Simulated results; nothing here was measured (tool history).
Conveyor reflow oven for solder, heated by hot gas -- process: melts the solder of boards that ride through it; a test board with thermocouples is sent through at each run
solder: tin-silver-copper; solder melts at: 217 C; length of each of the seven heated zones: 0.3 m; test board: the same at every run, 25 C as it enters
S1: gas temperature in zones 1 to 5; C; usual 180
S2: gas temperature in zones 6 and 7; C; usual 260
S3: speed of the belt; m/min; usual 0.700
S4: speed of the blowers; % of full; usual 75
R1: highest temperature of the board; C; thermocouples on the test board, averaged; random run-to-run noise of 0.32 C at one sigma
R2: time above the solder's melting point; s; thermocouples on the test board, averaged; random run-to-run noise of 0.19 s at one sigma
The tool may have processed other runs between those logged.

run 1 day=0.000 | S1=180 S2=260 S3=0.700 S4=75 | R1=251.4 R2=41.3
run 2 day=1.829 | S1=180 S2=260 S3=0.654 S4=75 | R1=252.8 R2=44.7
run 3 day=4.004 | S1=180 S2=260 S3=0.700 S4=59 | R1=248.3 R2=39.2
-- day=5.575 belt drive overhauled, speed set with a stopwatch
run 4 day=7.175 | S1=180 S2=260 S3=0.700 S4=59 | R1=248.6 R2=38.9
run 5 day=9.429 | S1=177 S2=260 S3=0.700 S4=75 | R1=251.7 R2=40.5
run 6 day=13.367 | S1=177 S2=260 S3=0.700 S4=75 | R1=251.7 R2=40.0
run 7 day=15.692 | S1=177 S2=260 S3=0.700 S4=75 | R1=251.6 R2=40.1
run 8 day=19.625 | S1=180 S2=260 S3=0.700 S4=65 | R1=249.4 R2=39.9
run 9 day=21.562 | S1=180 S2=260 S3=0.700 S4=65 | R1=249.9 R2=40.0
-- day=22.796 flux residue cleaned out of gas plates and filters
run 10 day=25.312 | S1=180 S2=260 S3=0.700 S4=65 | R1=249.7 R2=39.7
run 11 day=29.021 | S1=180 S2=260 S3=0.689 S4=65 | R1=250.6 R2=41.0
-- day=31.525 thermocouples of zones 6 and 7 changed
run 12 day=33.050 | S1=180 S2=260 S3=0.689 S4=65 | R1=250.7 R2=41.3
run 13 day=36.433 | S1=180 S2=272 S3=0.700 S4=78 | R1=263.5 R2=45.6
run 14 day=39.679 | S1=167 S2=272 S3=0.592 S4=79 | R1=265.2 R2=51.8
run 15 day=43.112 | S1=167 S2=272 S3=0.592 S4=69 | R1=264.5 R2=51.3
run 16 day=45.604 | S1=167 S2=260 S3=0.592 S4=67 | R1=252.8 R2=46.3
-- day=49.562 flux residue cleaned out of gas plates and filters
run 17 day=49.662 | S1=180 S2=260 S3=0.739 S4=53 | R1=245.8 R2=34.9
run 18 day=51.388 | S1=191 S2=268 S3=0.595 S4=75 | R1=262.9 R2=56.7
run 19 day=54.438 | S1=191 S2=268 S3=0.595 S4=75 | R1=263.0 R2=56.4
run 20 day=57.700 | S1=191 S2=268 S3=0.595 S4=75 | R1=262.9 R2=57.0
run 21 day=59.446 | S1=180 S2=251 S3=0.664 S4=59 | R1=241.4 R2=37.6
-- day=62.812 thermocouples of zones 6 and 7 changed
run 22 day=63.129 | S1=180 S2=251 S3=0.664 S4=59 | R1=241.8 R2=37.5
run 23 day=65.362 | S1=168 S2=262 S3=0.567 S4=59 | R1=253.7 R2=49.4

Forecast each of these 5 alternatives for the next run:
run A day=67.321 | S1=180 S2=260 S3=0.703 S4=72 | R1=? R2=?
run B day=67.321 | S1=185 S2=260 S3=0.690 S4=68 | R1=? R2=?
run C day=67.321 | S1=182 S2=273 S3=0.700 S4=75 | R1=? R2=?
run D day=67.321 | S1=180 S2=260 S3=0.639 S4=75 | R1=? R2=?
run E day=67.321 | S1=180 S2=267 S3=0.610 S4=75 | R1=? R2=?

run=A R1=251.4 R2=40.6
run=B R1=251.9 R2=42.8
run=C R1=264.5 R2=46.2
run=D R1=253.1 R2=46.7
run=E R1=260.4 R2=51.6
Take away the tool's hidden state, keep each run's random variation, and the runs would have read:
run=A R1=251.4 R2=40.6
run=B R1=251.9 R2=42.8
run=C R1=264.5 R2=46.2
run=D R1=253.1 R2=46.7
run=E R1=260.4 R2=51.6
